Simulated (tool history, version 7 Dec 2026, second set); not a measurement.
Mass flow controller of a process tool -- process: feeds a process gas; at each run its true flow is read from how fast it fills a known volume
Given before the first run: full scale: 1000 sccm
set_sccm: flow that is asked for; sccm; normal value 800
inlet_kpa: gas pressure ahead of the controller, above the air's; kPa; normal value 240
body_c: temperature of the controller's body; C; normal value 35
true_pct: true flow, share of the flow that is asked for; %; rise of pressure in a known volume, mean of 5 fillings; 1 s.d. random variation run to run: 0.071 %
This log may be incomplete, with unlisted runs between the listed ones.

{"run": 1, "hour": 0.0, "set_sccm": 800, "inlet_kpa": 240, "body_c": 35, "true_pct": 100.27}
{"run": 2, "hour": 240.6, "set_sccm": 800, "inlet_kpa": 240, "body_c": 35, "true_pct": 100.31}
{"run": 3, "hour": 611.5, "set_sccm": 800, "inlet_kpa": 240, "body_c": 35, "true_pct": 100.6}
{"run": 4, "hour": 1069.2, "set_sccm": 800, "inlet_kpa": 240, "body_c": 35, "true_pct": 100.81}
{"run": 5, "hour": 1327.6, "set_sccm": 800, "inlet_kpa": 240, "body_c": 35, "true_pct": 100.87}
{"run": 6, "hour": 1713.2, "set_sccm": 800, "inlet_kpa": 240, "body_c": 35, "true_pct": 101.02}
{"run": 7, "hour": 2121.6, "set_sccm": 800, "inlet_kpa": 240, "body_c": 40, "true_pct": 101.67}
{"run": 8, "hour": 2419.4, "set_sccm": 800, "inlet_kpa": 240, "body_c": 40, "true_pct": 101.87}
{"run": 9, "hour": 2903.0, "set_sccm": 800, "inlet_kpa": 240, "body_c": 35, "true_pct": 101.32}
{"run": 10, "hour": 3201.2, "set_sccm": 800, "inlet_kpa": 240, "body_c": 35, "true_pct": 101.52}
{"run": 11, "hour": 3532.2, "set_sccm": 820, "inlet_kpa": 240, "body_c": 35, "true_pct": 101.65}
{"run": 12, "hour": 3886.6, "set_sccm": 820, "inlet_kpa": 240, "body_c": 35, "true_pct": 101.9}
{"run": 13, "hour": 4362.9, "set_sccm": 800, "inlet_kpa": 240, "body_c": 35, "true_pct": 101.99}
{"run": 14, "hour": 4771.6, "set_sccm": 800, "inlet_kpa": 240, "body_c": 35, "true_pct": 102.19}
{"run": 15, "hour": 5230.1, "set_sccm": 800, "inlet_kpa": 240, "body_c": 35, "true_pct": 102.33}
{"run": 16, "hour": 5621.6, "set_sccm": 800, "inlet_kpa": 240, "body_c": 35, "true_pct": 102.6}
{"hour": 5646.4, "done": "gauge calibrated"}
{"run": 17, "hour": 5842.4, "set_sccm": 800, "inlet_kpa": 240, "body_c": 35, "true_pct": 100.44}
{"run": 18, "hour": 6341.0, "set_sccm": 800, "inlet_kpa": 258, "body_c": 35, "true_pct": 100.5}
{"run": 19, "hour": 6727.0, "set_sccm": 800, "inlet_kpa": 185, "body_c": 34, "true_pct": 101.04}
{"hour": 6993.0, "done": "controller's zero set anew"}
{"run": 20, "hour": 7219.3, "set_sccm": 101, "inlet_kpa": 253, "body_c": 35, "true_pct": 98.81}
{"run": 21, "hour": 7660.8, "set_sccm": 101, "inlet_kpa": 253, "body_c": 35, "true_pct": 98.81}
{"run": 22, "hour": 8122.7, "set_sccm": 101, "inlet_kpa": 253, "body_c": 35, "true_pct": 99.18}
{"run": 23, "hour": 8336.3, "set_sccm": 101, "inlet_kpa": 253, "body_c": 35, "true_pct": 99.21}
{"run": 24, "hour": 8845.0, "set_sccm": 116, "inlet_kpa": 189, "body_c": 20, "true_pct": 98.17}
{"run": 25, "hour": 9140.3, "set_sccm": 116, "inlet_kpa": 189, "body_c": 20, "true_pct": 98.36}
{"run": 26, "hour": 9630.6, "set_sccm": 489, "inlet_kpa": 179, "body_c": 27, "true_pct": 100.61}
{"run": 27, "hour": 9841.6, "set_sccm": 800, "inlet_kpa": 175, "body_c": 36, "true_pct": 102.65}
{"hour": 10293.3, "done": "gauge calibrated"}
{"run": 28, "hour": 10311.9, "set_sccm": 800, "inlet_kpa": 175, "body_c": 22, "true_pct": 99.23}
{"run": 29, "hour": 10740.4, "set_sccm": 189, "inlet_kpa": 266, "body_c": 35, "true_pct": 98.51}

4 options for the next run, each taken on its own from the tool as it stands now. Forecast them:
{"run": "A", "hour": 11014.2, "set_sccm": 189, "inlet_kpa": 232, "body_c": 35, "true_pct": "?"}
{"run": "B", "hour": 11014.2, "set_sccm": 656, "inlet_kpa": 200, "body_c": 24, "true_pct": "?"}
{"run": "C", "hour": 11014.2, "set_sccm": 189, "inlet_kpa": 242, "body_c": 35, "true_pct": "?"}
{"run": "D", "hour": 11014.2, "set_sccm": 237, "inlet_kpa": 240, "body_c": 24, "true_pct": "?"}

run=A true_pct=98.79
run=B true_pct=99.17
run=C true_pct=98.74
run=D true_pct=97.73
The same runs, with their run-to-run variation unchanged, on a tool lacking any hidden condition would have given:
run=A true_pct=98.54
run=B true_pct=98.91
run=C true_pct=98.5
run=D true_pct=97.49

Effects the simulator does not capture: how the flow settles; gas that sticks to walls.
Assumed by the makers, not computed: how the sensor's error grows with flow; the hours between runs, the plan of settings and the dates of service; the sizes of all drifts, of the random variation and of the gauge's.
